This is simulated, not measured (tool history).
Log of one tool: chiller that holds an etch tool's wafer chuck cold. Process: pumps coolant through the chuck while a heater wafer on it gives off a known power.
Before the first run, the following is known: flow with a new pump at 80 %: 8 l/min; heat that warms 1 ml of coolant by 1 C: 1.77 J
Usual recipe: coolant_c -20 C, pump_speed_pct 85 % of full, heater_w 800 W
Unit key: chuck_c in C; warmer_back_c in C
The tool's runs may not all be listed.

run 1 hour=0.0 | coolant_c=-20 pump_speed_pct=85 heater_w=800 | chuck_c=-13.7 warmer_back_c=3.18
run 2 hour=171.8 | coolant_c=-20 pump_speed_pct=85 heater_w=800 | chuck_c=-13.7 warmer_back_c=3.22
run 3 hour=279.3 | coolant_c=-20 pump_speed_pct=85 heater_w=800 | chuck_c=-13.7 warmer_back_c=3.22
run 4 hour=380.1 | coolant_c=-20 pump_speed_pct=85 heater_w=800 | chuck_c=-13.6 warmer_back_c=3.22
run 5 hour=542.5 | coolant_c=-30 pump_speed_pct=85 heater_w=800 | chuck_c=-23.7 warmer_back_c=3.21
-- hour=717.3 coolant pump overhauled
run 6 hour=750.2 | coolant_c=-30 pump_speed_pct=85 heater_w=800 | chuck_c=-23.7 warmer_back_c=3.26
run 7 hour=845.4 | coolant_c=-20 pump_speed_pct=85 heater_w=800 | chuck_c=-13.7 warmer_back_c=3.19
run 8 hour=1015.3 | coolant_c=-20 pump_speed_pct=85 heater_w=800 | chuck_c=-13.8 warmer_back_c=3.23
-- hour=1054.0 coolant changed, channels flushed
run 9 hour=1240.8 | coolant_c=-16 pump_speed_pct=85 heater_w=800 | chuck_c=-9.7 warmer_back_c=3.24
-- hour=1354.7 chiller's thermometer calibrated
run 10 hour=1386.2 | coolant_c=-13 pump_speed_pct=85 heater_w=800 | chuck_c=-6.7 warmer_back_c=3.29
run 11 hour=1538.0 | coolant_c=-13 pump_speed_pct=85 heater_w=800 | chuck_c=-6.8 warmer_back_c=3.26
run 12 hour=1724.3 | coolant_c=-20 pump_speed_pct=85 heater_w=800 | chuck_c=-13.6 warmer_back_c=3.29
run 13 hour=1903.5 | coolant_c=-15 pump_speed_pct=85 heater_w=800 | chuck_c=-8.7 warmer_back_c=3.30
run 14 hour=2005.9 | coolant_c=-20 pump_speed_pct=64 heater_w=800 | chuck_c=-12.2 warmer_back_c=4.45
run 15 hour=2160.1 | coolant_c=-20 pump_speed_pct=85 heater_w=642 | chuck_c=-14.8 warmer_back_c=2.70
run 16 hour=2337.1 | coolant_c=-20 pump_speed_pct=85 heater_w=642 | chuck_c=-15.0 warmer_back_c=2.68
run 17 hour=2444.0 | coolant_c=-11 pump_speed_pct=62 heater_w=800 | chuck_c=-3.1 warmer_back_c=4.64
run 18 hour=2653.4 | coolant_c=-11 pump_speed_pct=62 heater_w=800 | chuck_c=-2.9 warmer_back_c=4.59
run 19 hour=2799.1 | coolant_c=-11 pump_speed_pct=62 heater_w=800 | chuck_c=-3.0 warmer_back_c=4.65
run 20 hour=2922.7 | coolant_c=-11 pump_speed_pct=62 heater_w=800 | chuck_c=-3.1 warmer_back_c=4.70
run 21 hour=3125.9 | coolant_c=-21 pump_speed_pct=85 heater_w=1088 | chuck_c=-12.3 warmer_back_c=4.49
run 22 hour=3293.1 | coolant_c=-29 pump_speed_pct=71 heater_w=1088 | chuck_c=-19.1 warmer_back_c=5.48
run 23 hour=3397.4 | coolant_c=-22 pump_speed_pct=76 heater_w=560 | chuck_c=-17.1 warmer_back_c=2.75
run 24 hour=3616.6 | coolant_c=-18 pump_speed_pct=77 heater_w=681 | chuck_c=-12.3 warmer_back_c=3.30
run 25 hour=3782.0 | coolant_c=-16 pump_speed_pct=77 heater_w=754 | chuck_c=-9.7 warmer_back_c=3.56
run 26 hour=3990.8 | coolant_c=-27 pump_speed_pct=85 heater_w=603 | chuck_c=-22.3 warmer_back_c=2.67
run 27 hour=4114.5 | coolant_c=-27 pump_speed_pct=85 heater_w=603 | chuck_c=-22.1 warmer_back_c=2.69
run 28 hour=4221.8 | coolant_c=-27 pump_speed_pct=85 heater_w=603 | chuck_c=-22.2 warmer_back_c=2.68
run 29 hour=4375.2 | coolant_c=-20 pump_speed_pct=88 heater_w=807 | chuck_c=-13.7 warmer_back_c=3.40
run 30 hour=4542.6 | coolant_c=-20 pump_speed_pct=78 heater_w=807 | chuck_c=-13.2 warmer_back_c=3.83
-- hour=4595.1 chiller's thermometer calibrated
run 31 hour=4695.1 | coolant_c=-24 pump_speed_pct=96 heater_w=1043 | chuck_c=-16.3 warmer_back_c=3.94

How would selected steps in warmer_back_c from run to run divide? Give the signed amount a tool lacking its hidden state would still show from settings, what came in and random variation, and the signed amount left for the hidden state, including any gauge scatter that is not in both of the compared results.
What the log doesn't record here: heat passed by the chuck's channels, % of clean ones'; flow at a given pump speed, % of a new pump's; coolant's true temperature over the reading, C; drift of the gauge itself on chuck_c, C; drift of the gauge itself on warmer_back_c, C.
Run 4 -> 5: coolant_c -20 -> -30. warmer_back_c -0.01 C: hidden state +0.02, all else -0.03.
Run 7 -> 8: nothing adjusted, nothing logged. warmer_back_c +0.04 C: hidden state +0.02, all else +0.02.
Run 8 -> 9: coolant_c -20 -> -16, coolant changed, channels flushed. warmer_back_c +0.01 C: hidden state +0.02, all else -0.01.
Run 14 -> 15: pump_speed_pct 64 -> 85, heater_w 800 -> 642. warmer_back_c -1.75 C: hidden state +0.00, all else -1.75.
Run 16 -> 17: coolant_c -20 -> -11, pump_speed_pct 85 -> 62, heater_w 642 -> 800. warmer_back_c +1.96 C: hidden state +0.01, all else +1.95.
Run 22 -> 23: coolant_c -29 -> -22, pump_speed_pct 71 -> 76, heater_w 1088 -> 560. warmer_back_c -2.73 C: hidden state +0.00, all else -2.73.

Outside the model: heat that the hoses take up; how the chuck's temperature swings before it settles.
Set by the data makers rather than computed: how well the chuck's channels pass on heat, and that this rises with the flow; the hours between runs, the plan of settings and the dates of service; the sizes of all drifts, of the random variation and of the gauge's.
